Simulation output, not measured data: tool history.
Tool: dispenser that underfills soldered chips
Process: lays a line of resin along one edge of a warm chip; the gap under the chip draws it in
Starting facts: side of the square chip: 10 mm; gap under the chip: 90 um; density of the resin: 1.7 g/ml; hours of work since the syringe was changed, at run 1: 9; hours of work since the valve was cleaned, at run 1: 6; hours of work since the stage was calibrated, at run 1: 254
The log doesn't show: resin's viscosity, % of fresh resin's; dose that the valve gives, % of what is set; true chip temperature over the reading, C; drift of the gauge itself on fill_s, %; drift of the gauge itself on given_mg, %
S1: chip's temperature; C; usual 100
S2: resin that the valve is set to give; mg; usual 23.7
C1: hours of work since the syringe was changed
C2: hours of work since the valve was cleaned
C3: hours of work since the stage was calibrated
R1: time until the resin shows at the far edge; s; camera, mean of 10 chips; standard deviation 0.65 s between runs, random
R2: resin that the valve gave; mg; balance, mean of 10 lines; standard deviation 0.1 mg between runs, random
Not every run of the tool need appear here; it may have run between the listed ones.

{"run": 1, "hour": 0.0, "S1": 100, "S2": 23.7, "C1": 9, "C2": 6, "C3": 254, "R1": 123.6, "R2": 23.55}
{"hour": 4.8, "done": "new syringe of resin"}
{"run": 2, "hour": 8.1, "S1": 100, "S2": 23.7, "C1": 2, "C2": 12, "C3": 260, "R1": 72.9, "R2": 23.21}
{"hour": 21.9, "done": "new syringe of resin"}
{"run": 3, "hour": 25.0, "S1": 85, "S2": 23.7, "C1": 2, "C2": 25, "C3": 272, "R1": 119.4, "R2": 23.03}
{"hour": 38.2, "done": "new syringe of resin"}
{"run": 4, "hour": 40.8, "S1": 85, "S2": 23.7, "C1": 2, "C2": 36, "C3": 284, "R1": 115.3, "R2": 22.76}
{"hour": 54.2, "done": "new syringe of resin"}
{"run": 5, "hour": 58.2, "S1": 85, "S2": 23.7, "C1": 3, "C2": 49, "C3": 297, "R1": 127.4, "R2": 22.55}
{"hour": 60.3, "done": "dispensing valve cleaned and set on the balance"}
{"run": 6, "hour": 66.8, "S1": 100, "S2": 23.7, "C1": 9, "C2": 5, "C3": 303, "R1": 122.2, "R2": 23.72}
{"hour": 72.3, "done": "new syringe of resin"}
{"hour": 77.6, "done": "stage's temperature calibrated"}
{"run": 7, "hour": 81.8, "S1": 100, "S2": 23.7, "C1": 7, "C2": 15, "C3": 3, "R1": 95.5, "R2": 23.33}
{"hour": 89.6, "done": "new syringe of resin"}
{"run": 8, "hour": 94.1, "S1": 113, "S2": 21.8, "C1": 3, "C2": 25, "C3": 12, "R1": 52.6, "R2": 21.45}
{"hour": 106.6, "done": "new syringe of resin"}
{"run": 9, "hour": 106.6, "S1": 111, "S2": 21.8, "C1": 0, "C2": 34, "C3": 22, "R1": 41.9, "R2": 21.22}
{"run": 10, "hour": 115.2, "S1": 111, "S2": 21.8, "C1": 7, "C2": 40, "C3": 28, "R1": 69.9, "R2": 21.07}
{"hour": 123.0, "done": "new syringe of resin"}
{"hour": 128.9, "done": "dispensing valve cleaned and set on the balance"}
{"run": 11, "hour": 133.7, "S1": 87, "S2": 21.3, "C1": 7, "C2": 4, "C3": 41, "R1": 166.0, "R2": 21.23}
{"hour": 139.9, "done": "new syringe of resin"}
{"run": 12, "hour": 146.9, "S1": 87, "S2": 21.3, "C1": 5, "C2": 13, "C3": 51, "R1": 139.0, "R2": 20.92}

Below are 4 alternative next runs, each starting from the tool's condition after run 12. Predict each:
{"hour": 155.7, "done": "new syringe of resin"}
{"run": "A", "hour": 163.9, "S1": 113, "S2": 21.3, "C1": 6, "C2": 26, "C3": 64, "R1": "?", "R2": "?"}
{"hour": 155.7, "done": "new syringe of resin"}
{"run": "B", "hour": 163.9, "S1": 105, "S2": 25.9, "C1": 6, "C2": 26, "C3": 64, "R1": "?", "R2": "?"}
{"hour": 155.7, "done": "new syringe of resin"}
{"run": "C", "hour": 163.9, "S1": 87, "S2": 22.8, "C1": 6, "C2": 26, "C3": 64, "R1": "?", "R2": "?"}
{"hour": 155.7, "done": "new syringe of resin"}
{"run": "D", "hour": 163.9, "S1": 100, "S2": 30.5, "C1": 6, "C2": 26, "C3": 64, "R1": "?", "R2": "?"}

run=A R1=63.8 R2=21.01
run=B R1=79.0 R2=25.38
run=C R1=145.4 R2=22.19
run=D R1=91.8 R2=29.58
Stripped of hidden state, with their random variation kept, the same runs would have yielded:
run=A R1=39.2 R2=21.58
run=B R1=48.9 R2=26.06
run=C R1=89.7 R2=22.78
run=D R1=56.8 R2=30.38
